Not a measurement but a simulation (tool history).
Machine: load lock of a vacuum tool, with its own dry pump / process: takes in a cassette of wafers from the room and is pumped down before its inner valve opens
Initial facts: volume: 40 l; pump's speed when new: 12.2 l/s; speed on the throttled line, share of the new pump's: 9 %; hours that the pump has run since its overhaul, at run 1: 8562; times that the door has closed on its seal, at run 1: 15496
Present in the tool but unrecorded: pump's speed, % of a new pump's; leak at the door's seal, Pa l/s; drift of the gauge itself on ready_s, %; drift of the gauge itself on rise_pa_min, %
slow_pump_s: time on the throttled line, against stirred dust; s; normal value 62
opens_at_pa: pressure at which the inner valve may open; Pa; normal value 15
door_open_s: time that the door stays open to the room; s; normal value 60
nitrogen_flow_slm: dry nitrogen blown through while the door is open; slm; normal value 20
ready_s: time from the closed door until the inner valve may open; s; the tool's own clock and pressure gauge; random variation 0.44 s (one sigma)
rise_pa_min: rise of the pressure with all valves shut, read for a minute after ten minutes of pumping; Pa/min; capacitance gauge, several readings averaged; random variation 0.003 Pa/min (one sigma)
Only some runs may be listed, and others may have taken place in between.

run    hour  slow_pump_s  opens_at_pa  door_open_s  nitrogen_flow_slm  hours that the pump has run since its overhaul  times that the door has closed on its seal  incoming humidity of the room's air, %  ready_s  rise_pa_min
  1     0.0           62           15           60                 20                                            8562                                       15496                                    46.0     89.2        0.076
  2   184.0           62           15           60                 20                                            8746                                       16023                                    47.8     88.6        0.083
  3   280.1           31           15           60                 20                                            8842                                       16299                                    43.7     60.7        0.080
  4   431.9           62           15           60                 20                                            8994                                       16735                                    46.4     89.0        0.084
  5   618.5           62           15           60                 20                                            9181                                       17271                                    45.4     88.8        0.082
  6   830.1           33           15           60                 20                                            9392                                       17878                                    44.9     63.5        0.090
  7   973.8          110           15           60                 20                                            9536                                       18290                                    45.8    132.6        0.093
  8  1134.0           62           17           60                 16                                            9696                                       18750                                    46.5     88.5        0.098
  9  1287.2           62           17           60                 16                                            9849                                       19189                                    45.5     89.6        0.099
 10  1427.9           62           17           60                 16                                            9990                                       19594                                    43.4     89.0        0.096
 11  1549.9           62           17          125                 16                                           10112                                       19944                                    43.5     89.2        0.117
 12  1714.8           75           13          199                 20                                           10277                                       20417                                    41.2    101.6        0.124
 13  1903.9           62           26          227                 20                                           10466                                       20959                                    44.7     87.9        0.137

The same runs without the tool's hidden state, with the same run-to-run variation:
run  ready_s  rise_pa_min
  1     85.9        0.020
  2     85.3        0.025
  3     57.1        0.020
  4     85.6        0.022
  5     85.3        0.017
  6     59.6        0.023
  7    129.7        0.024
  8     84.9        0.027
  9     85.9        0.026
 10     85.3        0.020
 11     85.4        0.040
 12     97.9        0.045
 13     84.3        0.055
